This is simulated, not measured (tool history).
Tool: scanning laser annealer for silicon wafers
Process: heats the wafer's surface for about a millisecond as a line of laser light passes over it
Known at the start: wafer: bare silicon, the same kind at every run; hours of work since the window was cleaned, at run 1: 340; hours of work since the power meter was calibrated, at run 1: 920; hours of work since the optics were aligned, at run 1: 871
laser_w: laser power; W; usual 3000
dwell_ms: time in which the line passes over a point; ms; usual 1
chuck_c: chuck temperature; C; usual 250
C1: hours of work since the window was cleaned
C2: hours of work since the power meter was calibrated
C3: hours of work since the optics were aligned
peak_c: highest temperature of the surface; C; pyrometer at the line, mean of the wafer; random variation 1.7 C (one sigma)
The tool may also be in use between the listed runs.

run 1 hour=0 | laser_w=3000 dwell_ms=1 chuck_c=250 | C1=340 C2=920 C3=871 | peak_c=942
run 2 hour=41 | laser_w=3000 dwell_ms=1 chuck_c=250 | C1=372 C2=952 C3=902 | peak_c=947
run 3 hour=105.5 | laser_w=3000 dwell_ms=1 chuck_c=250 | C1=421 C2=1001 C3=951 | peak_c=944
-- hour=160.4 optics aligned, line set to its width
run 4 hour=170.5 | laser_w=2664 dwell_ms=1 chuck_c=250 | C1=467 C2=1047 C3=8 | peak_c=878
run 5 hour=204 | laser_w=2664 dwell_ms=1 chuck_c=250 | C1=492 C2=1072 C3=33 | peak_c=878
run 6 hour=265.6 | laser_w=3000 dwell_ms=1 chuck_c=267 | C1=539 C2=1119 C3=80 | peak_c=966
-- hour=311.2 window over the wafer cleaned
run 7 hour=323.9 | laser_w=3000 dwell_ms=1 chuck_c=267 | C1=10 C2=1162 C3=123 | peak_c=981
run 8 hour=357.6 | laser_w=3000 dwell_ms=1 chuck_c=267 | C1=35 C2=1188 C3=149 | peak_c=985
run 9 hour=388.2 | laser_w=3000 dwell_ms=1 chuck_c=269 | C1=59 C2=1211 C3=172 | peak_c=981
run 10 hour=419.6 | laser_w=3000 dwell_ms=1 chuck_c=269 | C1=83 C2=1235 C3=196 | peak_c=983
run 11 hour=483.1 | laser_w=3000 dwell_ms=1 chuck_c=269 | C1=131 C2=1284 C3=245 | peak_c=976
run 12 hour=514.8 | laser_w=3240 dwell_ms=1 chuck_c=246 | C1=156 C2=1308 C3=269 | peak_c=1009
run 13 hour=556.8 | laser_w=3028 dwell_ms=0.89 chuck_c=259 | C1=188 C2=1340 C3=301 | peak_c=929
run 14 hour=594.1 | laser_w=3028 dwell_ms=0.89 chuck_c=259 | C1=216 C2=1369 C3=330 | peak_c=928
run 15 hour=650.6 | laser_w=3028 dwell_ms=0.89 chuck_c=259 | C1=259 C2=1412 C3=373 | peak_c=929

Hidden state at the last listed run before each entry between runs and at the first one after, where it differs:
Between runs 3 and 4: optics aligned, line set to its width (hour 160.4)
  light that passes the window, % of a clean one's: 97.62 -> 97.39; laser's true power over the reading, %: 0.46 -> 0.48; width of the line over the set one, %: 4.24 -> 0.24
  measured less the result without the state, peak_c: -23 -> -13 C
Between runs 6 and 7: window over the wafer cleaned (hour 311.2)
  light that passes the window, % of a clean one's: 97.01 -> 99.78; laser's true power over the reading, %: 0.51 -> 0.53; width of the line over the set one, %: 0.53 -> 0.72
  measured less the result without the state, peak_c: -18 -> +1 C
